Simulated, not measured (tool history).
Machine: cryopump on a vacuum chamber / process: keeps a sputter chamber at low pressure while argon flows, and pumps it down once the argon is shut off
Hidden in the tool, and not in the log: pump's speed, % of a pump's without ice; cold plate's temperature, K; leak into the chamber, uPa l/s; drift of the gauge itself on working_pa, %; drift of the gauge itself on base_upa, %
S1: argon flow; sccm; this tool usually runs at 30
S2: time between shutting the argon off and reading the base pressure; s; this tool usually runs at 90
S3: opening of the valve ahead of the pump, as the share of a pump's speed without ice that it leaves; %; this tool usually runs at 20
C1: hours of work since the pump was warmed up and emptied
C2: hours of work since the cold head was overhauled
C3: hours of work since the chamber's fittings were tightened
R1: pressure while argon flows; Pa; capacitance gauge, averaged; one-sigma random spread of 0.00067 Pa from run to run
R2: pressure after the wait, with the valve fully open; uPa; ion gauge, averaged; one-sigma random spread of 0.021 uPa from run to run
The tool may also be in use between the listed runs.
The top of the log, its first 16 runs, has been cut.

| run | hour | S1 | S2 | S3 | C1 | C2 | C3 | R1 | R2 |
|---|---|---|---|---|---|---|---|---|---|
| 17 | 473.4 | 36 | 90 | 20 | 332 | 332 | 1046 | 0.1378 | 0.86 |
| 18 | 514.3 | 36 | 70 | 50 | 352 | 352 | 1066 | 0.0571 | 0.92 |
| 19 | 534.0 | 14 | 39 | 32 | 362 | 362 | 1075 | 0.0336 | 1.22 |
| 20 | 558.2 | 18 | 159 | 28 | 373 | 373 | 1087 | 0.0491 | 0.75 |
| 21 | 598.4 | 23 | 90 | 20 | 393 | 393 | 1107 | 0.0888 | 0.87 |
| 22 | 633.5 | 23 | 90 | 20 | 410 | 410 | 1124 | 0.0887 | 0.87 |
| 23 | 659.9 | 55 | 90 | 20 | 422 | 422 | 1136 | 0.2138 | 0.89 |
| 24 | 693.9 | 57 | 70 | 33 | 439 | 439 | 1153 | 0.1364 | 0.99 |
| 25 | 717.3 | 21 | 37 | 52 | 450 | 450 | 1164 | 0.0323 | 1.31 |
| 26 | 740.8 | 21 | 37 | 52 | 461 | 461 | 1175 | 0.0325 | 1.27 |
| 27 | 772.3 | 19 | 190 | 36 | 477 | 477 | 1191 | 0.0422 | 0.77 |
| 28 | 813.2 | 19 | 190 | 36 | 496 | 496 | 1210 | 0.0417 | 0.77 |
| 29 | 843.0 | 23 | 25 | 48 | 511 | 511 | 1225 | 0.0396 | 1.63 |
| 30 | 875.9 | 39 | 53 | 46 | 527 | 527 | 1241 | 0.0696 | 1.10 |
| 31 | 907.8 | 39 | 53 | 46 | 542 | 542 | 1256 | 0.0683 | 1.15 |
| 32 | 952.5 | 28 | 254 | 30 | 564 | 564 | 1278 | 0.0746 | 0.80 |
| 33 | 991.1 | 29 | 63 | 19 | 582 | 582 | 1296 | 0.1187 | 1.06 |
| 34 | 1020.3 | 29 | 63 | 19 | 596 | 596 | 1310 | 0.1194 | 1.12 |

Below are 3 alternative next runs, each starting from the tool's condition after run 34. Predict each:
| A | 1050.4 | 30 | 90 | 57 | 611 | 611 | 1325 | ? | ? |
| B | 1050.4 | 23 | 54 | 20 | 611 | 611 | 1325 | ? | ? |
| C | 1050.4 | 33 | 87 | 34 | 611 | 611 | 1325 | ? | ? |

| run | R1 | R2 |
|---|---|---|
| A | 0.0433 | 1.02 |
| B | 0.0903 | 1.18 |
| C | 0.0771 | 1.01 |
Had the tool no hidden state, the same runs would have come out as:
| run | R1 | R2 |
|---|---|---|
| A | 0.0391 | 0.39 |
| B | 0.0871 | 0.56 |
| C | 0.0726 | 0.38 |

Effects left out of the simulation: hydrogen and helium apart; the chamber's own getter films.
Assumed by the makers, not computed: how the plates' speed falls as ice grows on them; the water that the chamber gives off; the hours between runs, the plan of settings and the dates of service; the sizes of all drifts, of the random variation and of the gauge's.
